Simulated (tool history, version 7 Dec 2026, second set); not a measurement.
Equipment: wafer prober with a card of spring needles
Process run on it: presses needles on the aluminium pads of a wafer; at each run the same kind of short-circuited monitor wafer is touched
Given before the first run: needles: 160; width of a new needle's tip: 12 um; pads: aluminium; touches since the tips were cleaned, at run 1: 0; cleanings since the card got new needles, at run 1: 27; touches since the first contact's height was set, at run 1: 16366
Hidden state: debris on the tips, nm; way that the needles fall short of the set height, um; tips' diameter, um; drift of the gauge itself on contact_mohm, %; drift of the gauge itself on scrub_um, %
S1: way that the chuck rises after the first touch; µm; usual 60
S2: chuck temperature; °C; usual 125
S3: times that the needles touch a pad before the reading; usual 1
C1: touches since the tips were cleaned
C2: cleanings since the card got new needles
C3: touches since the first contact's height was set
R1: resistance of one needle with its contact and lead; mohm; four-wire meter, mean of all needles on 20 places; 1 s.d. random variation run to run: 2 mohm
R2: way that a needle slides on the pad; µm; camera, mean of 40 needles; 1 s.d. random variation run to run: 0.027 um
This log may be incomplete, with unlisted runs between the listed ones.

run	day	S1	S2	S3	C1	C2	C3	R1	R2
1	0.000	60	125	1	0	27	16366	224	12.75
# day 0.825: tips cleaned on abrasive film
# day 1.588: tips cleaned on abrasive film
2	1.588	60	125	1	0	29	31003	234	12.67
# day 2.429: tips cleaned on abrasive film
3	2.738	60	125	1	2874	30	41631	280	12.72
# day 3.271: tips cleaned on abrasive film
# day 4.012: tips cleaned on abrasive film
4	4.725	60	125	1	6633	32	59966	312	12.69
# day 4.912: tips cleaned on abrasive film
# day 5.688: tips cleaned on abrasive film
5	5.708	60	125	1	196	34	68977	230	12.65
# day 6.458: tips cleaned on abrasive film
6	7.054	60	125	1	5519	35	81412	302	12.62
# day 7.196: tips cleaned on abrasive film
# day 7.908: tips cleaned on abrasive film, once more
7	8.625	60	125	1	6624	37	95880	311	12.63
# day 8.725: tips cleaned on abrasive film
# day 9.075: height of the first contact set anew
# day 9.488: tips cleaned on abrasive film
# day 10.362: tips cleaned on abrasive film
8	10.367	60	125	1	32	40	11885	230	12.73
# day 11.262: tips cleaned on abrasive film
# day 12.046: tips cleaned on abrasive film
9	12.250	78	125	1	1886	42	29262	253	16.54
# day 12.925: tips cleaned on abrasive film
# day 13.717: tips cleaned on abrasive film
10	13.967	78	125	1	2286	44	45070	250	16.52
# day 14.567: tips cleaned on abrasive film
11	15.000	60	125	1	4005	45	54612	290	12.74
# day 15.438: tips cleaned on abrasive film
# day 16.196: tips cleaned on abrasive film
12	16.550	60	125	1	3280	47	68916	289	12.66
# day 17.012: tips cleaned on abrasive film
# day 17.796: tips cleaned on abrasive film
13	18.004	60	125	1	1948	49	82309	265	12.54
# day 18.588: tips cleaned on abrasive film
# day 19.329: tips cleaned on abrasive film
# day 19.838: height of the first contact set anew
# day 20.204: tips cleaned on abrasive film
14	20.388	60	125	1	1684	52	5025	262	12.75
# day 21.000: tips cleaned on abrasive film
15	21.554	52	103	3	5154	53	15824	256	11.04
# day 21.742: tips cleaned on abrasive film
# day 22.571: tips cleaned on abrasive film
# day 23.312: tips cleaned on abrasive film
16	23.312	45	47	1	0	56	31980	229	9.49
# day 24.075: tips cleaned on abrasive film
17	24.762	45	47	1	6382	57	45399	385	9.49
# day 24.950: tips cleaned on abrasive film
# day 25.758: tips cleaned on abrasive film
# day 26.658: tips cleaned on abrasive film
18	27.054	45	47	1	3668	60	66506	346	9.43
# day 27.412: tips cleaned on abrasive film
# day 28.229: tips cleaned on abrasive film
19	28.329	45	47	1	954	62	78247	257	9.42
# day 29.025: tips cleaned on abrasive film
# day 29.812: tips cleaned on abrasive film
20	30.529	45	47	1	6607	64	98525	392	9.42
# day 30.683: tips cleaned on abrasive film
# day 30.696: height of the first contact set anew
# day 31.512: tips cleaned on abrasive film
21	31.675	45	47	1	1496	66	9023	274	9.58
# day 32.267: tips cleaned on abrasive film
22	32.962	45	47	1	6459	67	20929	382	9.52
# day 33.121: tips cleaned on abrasive film
# day 33.958: tips cleaned on abrasive film
23	34.192	45	47	1	2182	69	32246	301	9.53
# day 34.829: tips cleaned on abrasive film
# day 35.642: tips cleaned on abrasive film
24	36.029	60	82	2	3585	71	49184	252	12.73
# day 36.429: tips cleaned on abrasive film
# day 37.283: tips cleaned on abrasive film
25	37.458	76	45	1	1632	73	62357	236	16.05
# day 38.096: tips cleaned on abrasive film
# day 38.833: tips cleaned on abrasive film
# day 39.696: tips cleaned on abrasive film
26	39.696	60	125	2	0	76	82975	227	12.60
# day 40.533: tips cleaned on abrasive film
# day 41.396: tips cleaned on abrasive film
# day 41.529: height of the first contact set anew
27	41.550	60	125	2	1317	78	200	255	12.72
# day 42.233: tips cleaned on abrasive film
# day 43.017: tips cleaned on abrasive film
28	43.733	56	27	1	6661	80	20356	322	11.93

Some steps in R1 between neighbouring runs. How much of each would the tool show without its hidden state too (settings, what came in, random variation), and how much is left for the hidden state, with any gauge scatter that isn't in both results?
Run 16 -> 17: tips cleaned on abrasive film. R1 +156 mohm: hidden state +154, all else +2.
Run 19 -> 20: tips cleaned on abrasive film, tips cleaned on abrasive film. R1 +135 mohm: hidden state +133, all else +2.
